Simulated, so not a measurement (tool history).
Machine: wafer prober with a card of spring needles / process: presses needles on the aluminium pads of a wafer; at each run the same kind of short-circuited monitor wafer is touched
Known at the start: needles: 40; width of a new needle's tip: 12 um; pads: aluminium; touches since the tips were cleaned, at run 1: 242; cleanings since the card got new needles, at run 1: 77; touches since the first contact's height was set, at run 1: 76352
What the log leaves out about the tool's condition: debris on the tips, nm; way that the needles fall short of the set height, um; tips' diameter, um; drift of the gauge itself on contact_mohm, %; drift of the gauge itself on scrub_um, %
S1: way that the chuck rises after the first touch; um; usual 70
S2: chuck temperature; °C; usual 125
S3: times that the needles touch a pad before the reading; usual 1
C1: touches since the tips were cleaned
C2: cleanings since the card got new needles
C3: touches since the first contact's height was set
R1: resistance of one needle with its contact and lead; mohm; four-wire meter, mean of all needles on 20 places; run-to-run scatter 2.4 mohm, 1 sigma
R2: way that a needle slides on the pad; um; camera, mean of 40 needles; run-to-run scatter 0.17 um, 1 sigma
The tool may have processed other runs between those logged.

run,hour,S1,S2,S3,C1,C2,C3,R1,R2
1,0,70,125,1,242,77,76352,268,18.44
# hour 22.9: tips cleaned on abrasive film
2,30.6,70,70,1,1400,78,81885,253,18.41
# hour 45.7: tips cleaned on abrasive film
3,62.7,70,125,1,3087,79,87687,271,18.24
# hour 69.2: tips cleaned on abrasive film
4,82.4,70,125,1,2385,80,91240,268,18.6
# hour 89.7: tips cleaned on abrasive film
5,101.6,81,125,1,2150,81,94704,271,21.6
# hour 112.4: tips cleaned on abrasive film
# hour 134.8: tips cleaned on abrasive film
6,140.4,81,125,1,1013,83,101714,264,21.16
# hour 157.1: tips cleaned on abrasive film
7,166.3,70,125,1,1681,84,106400,268,18.46
# hour 178.4: tips cleaned on abrasive film
# hour 199.3: tips cleaned on abrasive film
8,202.5,70,125,1,582,86,112929,267,18.42
# hour 221.4: tips cleaned on abrasive film
9,233.4,70,125,1,2177,87,118504,273,18.32
# hour 243.1: tips cleaned on abrasive film
# hour 265.3: tips cleaned on abrasive film
10,265.3,70,125,1,3,89,124271,261,18.32
# hour 286.2: tips cleaned on abrasive film
11,302.1,70,125,1,2876,90,130919,266,18.45
# hour 309.2: tips cleaned on abrasive film
# hour 331.2: tips cleaned on abrasive film
12,338.2,70,125,1,1282,92,137437,271,18.44
# hour 353.6: tips cleaned on abrasive film
# hour 374.9: tips cleaned on abrasive film
13,377.9,70,125,1,559,94,144607,267,18.51
# hour 398.4: tips cleaned on abrasive film
# hour 420.3: tips cleaned on abrasive film
14,422.7,70,125,1,426,96,152685,266,18.28
# hour 442.5: tips cleaned on abrasive film
15,457.3,70,125,1,2671,97,158941,268,18.27
# hour 467: tips cleaned on abrasive film
# hour 487.8: tips cleaned on abrasive film
16,490.8,70,125,1,530,99,164981,267,18.04
# hour 509: tips cleaned on abrasive film
17,518.7,73,125,3,1757,100,170033,266,18.99
# hour 529.9: tips cleaned on abrasive film
# hour 553.4: tips cleaned on abrasive film
18,560.5,52,125,2,1287,102,177580,271,13.53
# hour 577: tips cleaned on abrasive film
19,584,70,114,1,1273,103,181832,262,18.12
# hour 598.7: tips cleaned on abrasive film
# hour 621.6: tips cleaned on abrasive film
20,624.2,76,34,2,472,105,189082,240,19.79
# hour 643.2: tips cleaned on abrasive film
# hour 666.3: tips cleaned on abrasive film
21,668.7,76,34,2,436,107,197116,242,19.79
# hour 687: tips cleaned on abrasive film
22,699.8,76,34,3,2317,108,202735,245,19.96
# hour 707.7: tips cleaned on abrasive film
# hour 729.9: tips cleaned on abrasive film
23,729.9,76,34,3,0,110,208159,242,19.97
# hour 750.6: tips cleaned on abrasive film
24,766.2,50,27,3,2828,111,214736,245,13.38
# hour 772.6: tips cleaned on abrasive film
# hour 796.1: tips cleaned on abrasive film
25,797.4,72,107,2,234,113,220347,264,18.71
# hour 818.7: tips cleaned on abrasive film
26,836.5,54,118,1,3224,114,227429,268,14.19
# hour 840.9: tips cleaned on abrasive film
# hour 848.3: height of the first contact set anew
# hour 862.2: tips cleaned on abrasive film
27,875.4,61,83,1,2390,116,4905,256,16.16
# hour 885.7: tips cleaned on abrasive film
28,900.8,80,37,1,2742,117,9489,242,20.84
# hour 907.1: tips cleaned on abrasive film
# hour 927.6: tips cleaned on abrasive film
29,934.4,51,125,1,1226,119,15544,273,13.53
# hour 951: tips cleaned on abrasive film
30,956.9,51,125,1,1080,120,19620,269,13.14

Predict each of these 4 candidate next runs independently; none follows another, all start after run 30:
# hour 972.5: tips cleaned on abrasive film
# hour 993.7: tips cleaned on abrasive film
A,1000.4,70,125,2,1226,122,27476,?,?
# hour 972.5: tips cleaned on abrasive film
# hour 993.7: tips cleaned on abrasive film
B,1000.4,81,30,1,1226,122,27476,?,?
# hour 972.5: tips cleaned on abrasive film
# hour 993.7: tips cleaned on abrasive film
C,1000.4,66,94,1,1226,122,27476,?,?
# hour 972.5: tips cleaned on abrasive film
# hour 993.7: tips cleaned on abrasive film
D,1000.4,62,125,1,1226,122,27476,?,?

run,R1,R2
A,262,18.55
B,239,21.37
C,259,17.32
D,269,16.5
With no hidden state in the tool, these same runs would have given:
run,R1,R2
A,262,18.56
B,239,21.38
C,259,17.33
D,269,16.52
